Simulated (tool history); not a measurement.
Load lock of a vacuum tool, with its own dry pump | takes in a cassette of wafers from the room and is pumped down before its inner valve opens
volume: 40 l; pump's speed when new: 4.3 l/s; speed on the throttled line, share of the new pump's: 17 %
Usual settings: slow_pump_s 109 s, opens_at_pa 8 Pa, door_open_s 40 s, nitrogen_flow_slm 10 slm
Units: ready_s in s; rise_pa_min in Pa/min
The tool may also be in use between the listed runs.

| run | hour | slow_pump_s | opens_at_pa | door_open_s | nitrogen_flow_slm | incoming humidity of the room's air, % | ready_s | rise_pa_min |
|---|---|---|---|---|---|---|---|---|
| 1 | 0 | 109 | 8 | 40 | 10 | 43.7 | 180.1 | 0.096 |
| 2 | 150 | 109 | 8 | 40 | 10 | 45.1 | 179.1 | 0.112 |
| 3 | 390.5 | 109 | 8 | 40 | 10 | 46.9 | 179.6 | 0.129 |
| 4 | 498 | 109 | 8 | 40 | 10 | 44.6 | 179.7 | 0.134 |
| 5 | 640.4 | 109 | 8 | 40 | 10 | 45.6 | 180.6 | 0.147 |
| 6 | 841.5 | 109 | 8 | 40 | 10 | 41.9 | 179.5 | 0.153 |
| 7 | 996.3 | 109 | 8 | 40 | 10 | 45.8 | 181.6 | 0.183 |
| 8 | 1183.3 | 109 | 8 | 40 | 10 | 45.6 | 179.6 | 0.191 |
| 9 | 1403.4 | 109 | 13 | 40 | 10 | 47.7 | 174.8 | 0.226 |
| 10 | 1617.8 | 109 | 13 | 40 | 10 | 43.9 | 174.6 | 0.242 |
| 11 | 1841.8 | 109 | 13 | 40 | 10 | 42 | 175 | 0.269 |
| 12 | 2074.8 | 74 | 13 | 40 | 10 | 46.5 | 147.4 | 0.299 |
| 13 | 2303.9 | 74 | 13 | 40 | 10 | 43.3 | 146.5 | 0.317 |
| 14 | 2441.5 | 99 | 8 | 40 | 10 | 45.8 | 171.6 | 0.347 |
| 15 | 2682.4 | 99 | 8 | 40 | 10 | 45.7 | 173.1 | 0.381 |
| 16 | 2821 | 99 | 8 | 40 | 10 | 46.8 | 173.6 | 0.405 |
| 17 | 2978.4 | 99 | 8 | 40 | 10 | 42.5 | 173 | 0.418 |
| 18 | 3132.8 | 99 | 8 | 40 | 10 | 43.9 | 172.8 | 0.438 |
| 19 | 3247.6 | 115 | 13 | 75 | 10 | 44 | 181.8 | 0.476 |
| 20 | 3360 | 115 | 13 | 77 | 13 | 47.7 | 180.7 | 0.496 |
| 21 | 3501.9 | 109 | 8 | 162 | 4 | 43.5 | 182.6 | 0.56 |
| 22 | 3647.7 | 87 | 8 | 48 | 10 | 43.3 | 163.4 | 0.533 |
| 23 | 3777.5 | 57 | 6 | 40 | 24 | 44 | 142.4 | 0.538 |
| 24 | 3927.4 | 57 | 6 | 40 | 24 | 42.6 | 141.6 | 0.556 |
| 25 | 4153 | 150 | 6 | 40 | 24 | 43.2 | 217.5 | 0.612 |
| 26 | 4393.6 | 150 | 9 | 112 | 24 | 43.1 | 217 | 0.675 |
| 27 | 4539.4 | 120 | 8 | 40 | 10 | 44.8 | 192.6 | 0.701 |
| 28 | 4658 | 155 | 8 | 46 | 26 | 45.3 | 221.1 | 0.723 |
|  | 4758.8 | door's seal changed, seat wiped |
| 29 | 4793.3 | 216 | 8 | 40 | 10 | 43 | 268 | 0.052 |
| 30 | 4967.4 | 109 | 10 | 139 | 10 | 43.3 | 179.9 | 0.092 |
| 31 | 5107.4 | 121 | 9 | 40 | 12 | 44.7 | 191.2 | 0.064 |
| 32 | 5319.3 | 121 | 9 | 40 | 12 | 43 | 191.1 | 0.077 |
| 33 | 5461.4 | 69 | 12 | 97 | 10 | 44.1 | 146.2 | 0.11 |
| 34 | 5682.9 | 59 | 7 | 169 | 4 | 44.1 | 142.4 | 0.156 |
| 35 | 5879.8 | 85 | 7 | 112 | 5 | 46.9 | 165.5 | 0.154 |
| 36 | 6127.7 | 109 | 8 | 40 | 33 | 42.9 | 182.5 | 0.119 |

The same runs without the tool's hidden state, with the same run-to-run variation:
The hidden state here: pump's speed, % of a new pump's; leak at the door's seal, Pa l/s; drift of the gauge itself on ready_s, %; drift of the gauge itself on rise_pa_min, %.
| run | ready_s | rise_pa_min |
|---|---|---|
| 1 | 179 | 0.052 |
| 2 | 177.9 | 0.057 |
| 3 | 178.3 | 0.054 |
| 4 | 178.3 | 0.053 |
| 5 | 178.9 | 0.056 |
| 6 | 177.7 | 0.046 |
| 7 | 179.7 | 0.058 |
| 8 | 177.6 | 0.052 |
| 9 | 172.9 | 0.059 |
| 10 | 172.6 | 0.053 |
| 11 | 172.9 | 0.052 |
| 12 | 144.9 | 0.057 |
| 13 | 143.7 | 0.05 |
| 14 | 168.9 | 0.056 |
| 15 | 170.2 | 0.055 |
| 16 | 170.6 | 0.06 |
| 17 | 169.8 | 0.055 |
| 18 | 169.6 | 0.053 |
| 19 | 178.6 | 0.072 |
| 20 | 177.5 | 0.07 |
| 21 | 179.1 | 0.107 |
| 22 | 159.5 | 0.058 |
| 23 | 138 | 0.04 |
| 24 | 137.1 | 0.035 |
| 25 | 213.5 | 0.042 |
| 26 | 213.3 | 0.056 |
| 27 | 188.4 | 0.055 |
| 28 | 217.2 | 0.043 |
| 29 | 264.7 | 0.051 |
| 30 | 175.7 | 0.082 |
| 31 | 186.9 | 0.048 |
| 32 | 186.7 | 0.05 |
| 33 | 141.1 | 0.074 |
| 34 | 136.6 | 0.108 |
| 35 | 160.1 | 0.094 |
| 36 | 177.2 | 0.037 |
